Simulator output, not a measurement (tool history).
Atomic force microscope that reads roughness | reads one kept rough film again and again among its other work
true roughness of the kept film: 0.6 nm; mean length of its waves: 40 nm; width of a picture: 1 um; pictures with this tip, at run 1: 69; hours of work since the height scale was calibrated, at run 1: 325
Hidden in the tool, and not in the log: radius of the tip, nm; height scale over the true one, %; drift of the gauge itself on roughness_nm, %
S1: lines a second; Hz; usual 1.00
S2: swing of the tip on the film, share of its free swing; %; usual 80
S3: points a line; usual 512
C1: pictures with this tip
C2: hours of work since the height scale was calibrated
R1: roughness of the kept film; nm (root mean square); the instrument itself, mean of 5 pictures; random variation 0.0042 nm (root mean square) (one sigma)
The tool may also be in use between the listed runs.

run 1 hour=0.0 | S1=1.00 S2=80 S3=512 | C1=69 C2=325 | R1=0.554
-- hour=10.8 new tip fitted
run 2 hour=41.7 | S1=1.00 S2=80 S3=512 | C1=73 C2=353 | R1=0.537
-- hour=52.2 new tip fitted
-- hour=94.0 new tip fitted
run 3 hour=94.7 | S1=1.00 S2=80 S3=512 | C1=2 C2=389 | R1=0.565
-- hour=135.1 new tip fitted
run 4 hour=135.1 | S1=1.00 S2=80 S3=512 | C1=0 C2=416 | R1=0.571
-- hour=177.3 new tip fitted
run 5 hour=204.3 | S1=1.00 S2=80 S3=512 | C1=64 C2=464 | R1=0.548
-- hour=217.8 new tip fitted
-- hour=258.4 new tip fitted
run 6 hour=269.5 | S1=1.00 S2=80 S3=512 | C1=26 C2=508 | R1=0.562
-- hour=303.1 new tip fitted
run 7 hour=304.9 | S1=1.00 S2=80 S3=512 | C1=4 C2=531 | R1=0.565
run 8 hour=334.5 | S1=1.00 S2=80 S3=512 | C1=74 C2=552 | R1=0.543
-- hour=345.5 new tip fitted
run 9 hour=368.1 | S1=1.00 S2=80 S3=512 | C1=53 C2=574 | R1=0.550
-- hour=387.0 new tip fitted
-- hour=429.4 new tip fitted
run 10 hour=433.7 | S1=1.00 S2=80 S3=512 | C1=10 C2=619 | R1=0.565
run 11 hour=465.9 | S1=1.00 S2=80 S3=512 | C1=86 C2=641 | R1=0.539
-- hour=470.1 new tip fitted
-- hour=509.7 new tip fitted
run 12 hour=510.1 | S1=2.80 S2=80 S3=512 | C1=1 C2=671 | R1=0.525
run 13 hour=545.1 | S1=0.60 S2=80 S3=512 | C1=83 C2=695 | R1=0.559
-- hour=550.1 new tip fitted
run 14 hour=581.0 | S1=0.60 S2=80 S3=512 | C1=72 C2=719 | R1=0.554
-- hour=590.8 new tip fitted
-- hour=630.4 new tip fitted
run 15 hour=630.6 | S1=0.60 S2=80 S3=512 | C1=0 C2=752 | R1=0.580
-- hour=673.4 new tip fitted
run 16 hour=674.2 | S1=0.60 S2=80 S3=512 | C1=1 C2=782 | R1=0.580
run 17 hour=709.0 | S1=0.60 S2=80 S3=512 | C1=83 C2=806 | R1=0.547
-- hour=713.9 new tip fitted
run 18 hour=739.5 | S1=0.60 S2=80 S3=512 | C1=60 C2=826 | R1=0.561
-- hour=754.8 new tip fitted
run 19 hour=782.2 | S1=0.60 S2=80 S3=512 | C1=65 C2=855 | R1=0.555
-- hour=797.6 new tip fitted
-- hour=838.1 new tip fitted
run 20 hour=838.1 | S1=0.60 S2=80 S3=512 | C1=0 C2=893 | R1=0.583
run 21 hour=869.8 | S1=0.60 S2=80 S3=298 | C1=74 C2=915 | R1=0.552
-- hour=879.3 new tip fitted
-- hour=919.7 new tip fitted
run 22 hour=926.8 | S1=3.21 S2=80 S3=512 | C1=16 C2=953 | R1=0.520
-- hour=961.5 new tip fitted
run 23 hour=961.5 | S1=3.21 S2=80 S3=512 | C1=0 C2=977 | R1=0.523
-- hour=1005.2 new tip fitted
run 24 hour=1005.2 | S1=3.21 S2=80 S3=512 | C1=0 C2=1006 | R1=0.533
-- hour=1045.2 new tip fitted
run 25 hour=1059.5 | S1=2.04 S2=59 S3=463 | C1=34 C2=1043 | R1=0.563
-- hour=1089.1 new tip fitted
run 26 hour=1094.8 | S1=2.77 S2=59 S3=463 | C1=13 C2=1067 | R1=0.568
-- hour=1130.2 new tip fitted
run 27 hour=1158.8 | S1=2.77 S2=59 S3=463 | C1=67 C2=1111 | R1=0.551
-- hour=1175.1 new tip fitted
run 28 hour=1196.1 | S1=1.65 S2=70 S3=559 | C1=50 C2=1136 | R1=0.561
-- hour=1216.5 new tip fitted
run 29 hour=1230.5 | S1=0.87 S2=67 S3=559 | C1=33 C2=1159 | R1=0.570
-- hour=1257.2 new tip fitted
run 30 hour=1287.8 | S1=2.77 S2=80 S3=512 | C1=72 C2=1198 | R1=0.504
-- hour=1300.7 new tip fitted
run 31 hour=1328.7 | S1=1.05 S2=74 S3=694 | C1=65 C2=1226 | R1=0.548
-- hour=1343.7 new tip fitted
run 32 hour=1362.2 | S1=2.72 S2=56 S3=512 | C1=44 C2=1248 | R1=0.568
-- hour=1385.2 new tip fitted
run 33 hour=1422.2 | S1=2.72 S2=56 S3=512 | C1=88 C2=1289 | R1=0.549
-- hour=1429.0 new tip fitted
-- hour=1469.3 new tip fitted
run 34 hour=1489.4 | S1=1.42 S2=59 S3=306 | C1=47 C2=1335 | R1=0.569
-- hour=1513.4 new tip fitted
-- hour=1556.5 new tip fitted
run 35 hour=1556.5 | S1=0.72 S2=56 S3=306 | C1=0 C2=1380 | R1=0.586
run 36 hour=1586.7 | S1=3.81 S2=80 S3=305 | C1=71 C2=1401 | R1=0.489
-- hour=1598.7 new tip fitted
-- hour=1638.9 new tip fitted
run 37 hour=1652.1 | S1=2.18 S2=56 S3=939 | C1=31 C2=1445 | R1=0.576
-- hour=1680.3 new tip fitted
run 38 hour=1699.6 | S1=0.59 S2=86 S3=512 | C1=45 C2=1477 | R1=0.574
-- hour=1723.9 new tip fitted
run 39 hour=1750.5 | S1=0.59 S2=86 S3=512 | C1=63 C2=1512 | R1=0.560
-- hour=1765.1 new tip fitted
run 40 hour=1786.0 | S1=1.00 S2=59 S3=512 | C1=49 C2=1536 | R1=0.566
-- hour=1805.4 new tip fitted
run 41 hour=1820.8 | S1=3.08 S2=89 S3=423 | C1=36 C2=1559 | R1=0.491
-- hour=1845.2 new tip fitted
run 42 hour=1877.7 | S1=2.11 S2=76 S3=427 | C1=76 C2=1598 | R1=0.533
-- hour=1889.6 new tip fitted
run 43 hour=1924.8 | S1=1.00 S2=80 S3=508 | C1=82 C2=1630 | R1=0.547
-- hour=1930.1 new tip fitted
-- hour=1970.4 new tip fitted
run 44 hour=1973.0 | S1=1.00 S2=80 S3=508 | C1=6 C2=1662 | R1=0.570
-- hour=2010.4 new tip fitted
run 45 hour=2026.2 | S1=0.75 S2=61 S3=946 | C1=38 C2=1698 | R1=0.578
-- hour=2050.6 new tip fitted
run 46 hour=2074.2 | S1=0.52 S2=66 S3=512 | C1=55 C2=1731 | R1=0.572
-- hour=2091.3 new tip fitted
run 47 hour=2105.1 | S1=0.52 S2=74 S3=633 | C1=32 C2=1752 | R1=0.567
-- hour=2133.8 new tip fitted
run 48 hour=2149.0 | S1=0.52 S2=74 S3=633 | C1=35 C2=1782 | R1=0.573

5 ways to go on from here, each from the tool as it stands after run 48. What would each give?
-- hour=2175.5 new tip fitted
run A hour=2196.8 | S1=1.00 S2=85 S3=381 | C1=51 C2=1814 | R1=?
-- hour=2175.5 new tip fitted
run B hour=2196.8 | S1=2.43 S2=80 S3=302 | C1=51 C2=1814 | R1=?
-- hour=2175.5 new tip fitted
run C hour=2196.8 | S1=1.00 S2=82 S3=800 | C1=51 C2=1814 | R1=?
-- hour=2175.5 new tip fitted
run D hour=2196.8 | S1=1.00 S2=80 S3=332 | C1=51 C2=1814 | R1=?
-- hour=2175.5 new tip fitted
run E hour=2196.8 | S1=0.66 S2=78 S3=605 | C1=51 C2=1814 | R1=?

run=A R1=0.550
run=B R1=0.534
run=C R1=0.558
run=D R1=0.554
run=E R1=0.565
Without the tool's hidden state the same runs would have given:
run=A R1=0.563
run=B R1=0.545
run=C R1=0.570
run=D R1=0.566
run=E R1=0.578
